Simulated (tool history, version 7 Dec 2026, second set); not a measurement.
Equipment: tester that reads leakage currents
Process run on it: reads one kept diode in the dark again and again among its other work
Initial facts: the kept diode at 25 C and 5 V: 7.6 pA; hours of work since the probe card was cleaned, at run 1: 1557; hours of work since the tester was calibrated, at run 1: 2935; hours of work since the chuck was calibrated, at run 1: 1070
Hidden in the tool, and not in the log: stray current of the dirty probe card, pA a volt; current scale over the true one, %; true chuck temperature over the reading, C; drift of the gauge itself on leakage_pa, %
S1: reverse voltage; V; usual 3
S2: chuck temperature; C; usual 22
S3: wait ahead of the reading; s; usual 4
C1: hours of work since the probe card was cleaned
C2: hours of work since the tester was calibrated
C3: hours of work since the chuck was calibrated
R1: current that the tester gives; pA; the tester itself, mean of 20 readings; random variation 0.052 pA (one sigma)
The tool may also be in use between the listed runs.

Run 1, hour 0: usual settings; C1 1557; C2 2935; C3 1070. Result: R1 4.68 pA.
Run 2, hour 90.7: usual settings; C1 1616; C2 2994; C3 1129. Result: R1 4.58 pA.
Run 3, hour 180.2: usual settings; C1 1674; C2 3052; C3 1187. Result: R1 4.61 pA.
Run 4, hour 295.1: usual settings but S3 8.84 s; C1 1748; C2 3127; C3 1261. Result: R1 4.59 pA.
Run 5, hour 432: usual settings but S3 8.84 s; C1 1837; C2 3215; C3 1350. Result: R1 4.56 pA.
Run 6, hour 527.4: usual settings; C1 1899; C2 3277; C3 1412. Result: R1 4.63 pA.
Run 7, hour 626.9: usual settings; C1 1963; C2 3342; C3 1476. Result: R1 4.69 pA.
Run 8, hour 756.8: usual settings; C1 2047; C2 3426; C3 1561. Result: R1 4.66 pA.
Run 9, hour 824.1: usual settings; C1 2091; C2 3469; C3 1604. Result: R1 4.65 pA.
At hour 927.4: probe card cleaned and baked.
Run 10, hour 927.4: usual settings but S1 1.11 V; C1 0; C2 3534; C3 1669. Result: R1 2.84 pA.
At hour 1041.6: chuck's temperature calibrated.
Run 11, hour 1048.4: usual settings but S3 2.9 s; C1 77; C2 3612; C3 4. Result: R1 4.71 pA.
Run 12, hour 1196.4: usual settings but S1 1.92 V, S2 29 C, S3 0.58 s; C1 173; C2 3707; C3 100. Result: R1 7.33 pA.

What does the tool deliver on the next run?
Run 13, hour 1293.6: usual settings but S1 1.44 V, S2 30 C, S3 0.32 s; C1 236; C2 3770; C3 163. Result: R1 ?.

R1: 7.09 pA
With no hidden state in the tool, this same run would have given R1 7.09 pA.

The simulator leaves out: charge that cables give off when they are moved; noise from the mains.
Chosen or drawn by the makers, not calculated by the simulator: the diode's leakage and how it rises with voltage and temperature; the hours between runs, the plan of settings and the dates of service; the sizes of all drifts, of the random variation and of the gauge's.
